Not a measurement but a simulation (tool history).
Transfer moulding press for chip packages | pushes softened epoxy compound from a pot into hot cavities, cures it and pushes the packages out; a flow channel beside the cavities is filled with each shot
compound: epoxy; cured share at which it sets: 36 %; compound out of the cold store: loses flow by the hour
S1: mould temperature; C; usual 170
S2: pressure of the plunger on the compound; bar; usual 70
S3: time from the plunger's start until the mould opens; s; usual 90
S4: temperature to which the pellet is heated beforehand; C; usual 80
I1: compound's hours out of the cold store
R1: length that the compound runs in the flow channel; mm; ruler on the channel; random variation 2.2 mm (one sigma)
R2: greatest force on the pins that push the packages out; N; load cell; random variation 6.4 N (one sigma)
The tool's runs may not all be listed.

run    hour   S1    S2   S3  S4    I1   R1   R2
  1       0  170    70   90  80    38  739  290
  2    31.7  170  87.4   90  80  24.5  882  431
       38.2  -- cavities cleaned with cleaning compound and waxed
  3    72.7  170  87.4   90  80  41.9  804  438
       84.2  -- cavities cleaned with cleaning compound and waxed
       92.3  -- plunger's sealing rings changed
  4   119.8  170    70   90  80  40.8  741  407
      129.5  -- cavities cleaned with cleaning compound and waxed
      174.7  -- cavities cleaned with cleaning compound and waxed
  5   185.4  170    70   90  80  33.9  764  341
      216.8  -- cavities cleaned with cleaning compound and waxed
  6   225.4  170    70   90  80  13.8  840  334
      259.6  -- cavities cleaned with cleaning compound and waxed
  7   279.8  170    70   90  87  38.5  733  378
      303.4  -- cavities cleaned with cleaning compound and waxed
      346.8  -- cavities cleaned with cleaning compound and waxed
  8   346.8  170    70   90  87  32.9  748  247
      358.4  -- plunger's sealing rings changed
  9   385.9  170    70   90  87  11.2  855  451
      395.5  -- cavities cleaned with cleaning compound and waxed
      401.2  -- cavities cleaned with cleaning compound and waxed, once more
 10   441.2  170    70   90  87  20.4  818  425
      447.6  -- cavities cleaned with cleaning compound and waxed
 11   473.3  170    70   90  80  43.6  723  409
      493.5  -- cavities cleaned with cleaning compound and waxed
      538.2  -- cavities cleaned with cleaning compound and waxed
 12   538.3  170    70   90  80  29.3  771  260
      580.8  -- cavities cleaned with cleaning compound and waxed
 13     593  170    70   90  80  27.6  770  348
      623.6  -- plunger's sealing rings changed
      629.3  -- cavities cleaned with cleaning compound and waxed
 14   660.7  170    70   90  80  42.7  732  403
      674.1  -- cavities cleaned with cleaning compound and waxed
        695  -- mould's thermocouples calibrated
 15   710.5  175    54   97  80  10.7  753  348
        721  -- cavities cleaned with cleaning compound and waxed
        766  -- cavities cleaned with cleaning compound and waxed
 16   771.2  175    54   97  80  38.6  644  249
      811.6  -- cavities cleaned with cleaning compound and waxed
 17   827.3  175    54   97  80  46.2  616  294
      856.7  -- cavities cleaned with cleaning compound and waxed
 18   874.8  175    54   97  80  21.1  696  312
      892.8  -- plunger's sealing rings changed
      902.3  -- cavities cleaned with cleaning compound and waxed
 19   934.1  177  85.4  102  75  33.9  829  359
      948.7  -- cavities cleaned with cleaning compound and waxed
      992.4  -- cavities cleaned with cleaning compound and waxed
 20   996.2  177  85.4  102  75  26.8  859  241
     1035.3  -- cavities cleaned with cleaning compound and waxed
 21  1043.3  178    70   71  79  17.2  811  355
     1078.8  -- cavities cleaned with cleaning compound and waxed
 22  1087.7  173    70   90  82  32.7  754  294
       1123  -- cavities cleaned with cleaning compound and waxed
 23  1147.6  173    70   90  82  24.7  776  365
     1157.8  -- plunger's sealing rings changed
     1167.8  -- cavities cleaned with cleaning compound and waxed
 24  1179.1  171    70   90  75  33.4  768  328
 25    1207  165    70   90  75  18.7  840  587

Forecast each of these 4 alternatives for the next run:
     1212.5  -- cavities cleaned with cleaning compound and waxed
  A  1236.4  165  70.3   90  75  47.6   ?   ?
     1212.5  -- cavities cleaned with cleaning compound and waxed
  B  1236.4  171  64.6   90  75  18.7   ?   ?
     1212.5  -- cavities cleaned with cleaning compound and waxed
  C  1236.4  170  61.3   84  90  24.7   ?   ?
     1212.5  -- cavities cleaned with cleaning compound and waxed
  D  1236.4  170    70  122  80  10.2   ?   ?

run   R1   R2
  A  722  516
  B  787  400
  C  744  433
  D  862  325
Without the tool's hidden state the same runs would have given:
run   R1   R2
  A  731  333
  B  796  260
  C  754  281
  D  872  218
